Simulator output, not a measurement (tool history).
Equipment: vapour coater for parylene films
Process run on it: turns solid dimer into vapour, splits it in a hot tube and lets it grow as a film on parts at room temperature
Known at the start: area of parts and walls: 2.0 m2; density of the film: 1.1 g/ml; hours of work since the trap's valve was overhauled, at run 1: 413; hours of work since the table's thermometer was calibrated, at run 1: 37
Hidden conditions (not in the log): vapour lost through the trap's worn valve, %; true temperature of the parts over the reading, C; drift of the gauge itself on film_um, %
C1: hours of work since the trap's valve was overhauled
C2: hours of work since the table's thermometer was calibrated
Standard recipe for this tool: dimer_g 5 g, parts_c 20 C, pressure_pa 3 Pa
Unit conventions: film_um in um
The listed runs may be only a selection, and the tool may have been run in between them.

run 1 hour=0 | dimer_g=5 parts_c=20 pressure_pa=3 | C1=413 C2=37 | film_um=1.25
run 2 hour=16.7 | dimer_g=5 parts_c=20 pressure_pa=3 | C1=421 C2=45 | film_um=1.23
run 3 hour=33.8 | dimer_g=5 parts_c=20 pressure_pa=3 | C1=429 C2=53 | film_um=1.25
run 4 hour=44.8 | dimer_g=5 parts_c=20 pressure_pa=3 | C1=434 C2=58 | film_um=1.25
run 5 hour=54.2 | dimer_g=5 parts_c=20 pressure_pa=3 | C1=439 C2=62 | film_um=1.24
run 6 hour=66 | dimer_g=5 parts_c=20 pressure_pa=3 | C1=444 C2=68 | film_um=1.24
run 7 hour=78.8 | dimer_g=5 parts_c=20 pressure_pa=3 | C1=450 C2=74 | film_um=1.25
run 8 hour=87.6 | dimer_g=5 parts_c=20 pressure_pa=3 | C1=455 C2=78 | film_um=1.25
run 9 hour=102.8 | dimer_g=5 parts_c=20 pressure_pa=3 | C1=462 C2=86 | film_um=1.24
run 10 hour=120.2 | dimer_g=5 parts_c=20 pressure_pa=3 | C1=470 C2=94 | film_um=1.25
run 11 hour=134.2 | dimer_g=5 parts_c=20 pressure_pa=3 | C1=477 C2=100 | film_um=1.26
run 12 hour=141.7 | dimer_g=5 parts_c=20 pressure_pa=3 | C1=480 C2=104 | film_um=1.23
run 13 hour=152.8 | dimer_g=5 parts_c=20 pressure_pa=3 | C1=486 C2=109 | film_um=1.24
run 14 hour=166.5 | dimer_g=5 parts_c=20 pressure_pa=3 | C1=492 C2=116 | film_um=1.25
run 15 hour=183.2 | dimer_g=5 parts_c=20 pressure_pa=6.51 | C1=500 C2=124 | film_um=1.11
-- hour=198.2 trap's valve overhauled
run 16 hour=202.4 | dimer_g=5 parts_c=20 pressure_pa=6.51 | C1=2 C2=131 | film_um=1.13
run 17 hour=215.4 | dimer_g=5 parts_c=20 pressure_pa=6.51 | C1=8 C2=137 | film_um=1.13
run 18 hour=225.3 | dimer_g=3 parts_c=26 pressure_pa=5.3 | C1=13 C2=142 | film_um=0.55
run 19 hour=236.3 | dimer_g=2 parts_c=20 pressure_pa=3.21 | C1=18 C2=147 | film_um=0.51
run 20 hour=245 | dimer_g=3 parts_c=25 pressure_pa=3.56 | C1=22 C2=151 | film_um=0.62
run 21 hour=252.5 | dimer_g=2 parts_c=25 pressure_pa=2.5 | C1=26 C2=155 | film_um=0.42
run 22 hour=261.1 | dimer_g=4 parts_c=15 pressure_pa=2.95 | C1=30 C2=159 | film_um=1.24
run 23 hour=272.1 | dimer_g=4 parts_c=20 pressure_pa=5.66 | C1=35 C2=164 | film_um=0.93
run 24 hour=283.5 | dimer_g=8 parts_c=20 pressure_pa=3.43 | C1=41 C2=170 | film_um=1.98
run 25 hour=293.1 | dimer_g=4 parts_c=17 pressure_pa=3.21 | C1=45 C2=174 | film_um=1.12
run 26 hour=309.5 | dimer_g=4 parts_c=17 pressure_pa=3.21 | C1=53 C2=182 | film_um=1.11
run 27 hour=321.3 | dimer_g=4 parts_c=17 pressure_pa=3.21 | C1=59 C2=188 | film_um=1.13

Hidden state at the last listed run before each entry between runs and at the first one after, where it differs:
Logged between run 15 and run 16: trap's valve overhauled (hour 198.2)
  vapour lost through the trap's worn valve, %: 0.6 -> 0

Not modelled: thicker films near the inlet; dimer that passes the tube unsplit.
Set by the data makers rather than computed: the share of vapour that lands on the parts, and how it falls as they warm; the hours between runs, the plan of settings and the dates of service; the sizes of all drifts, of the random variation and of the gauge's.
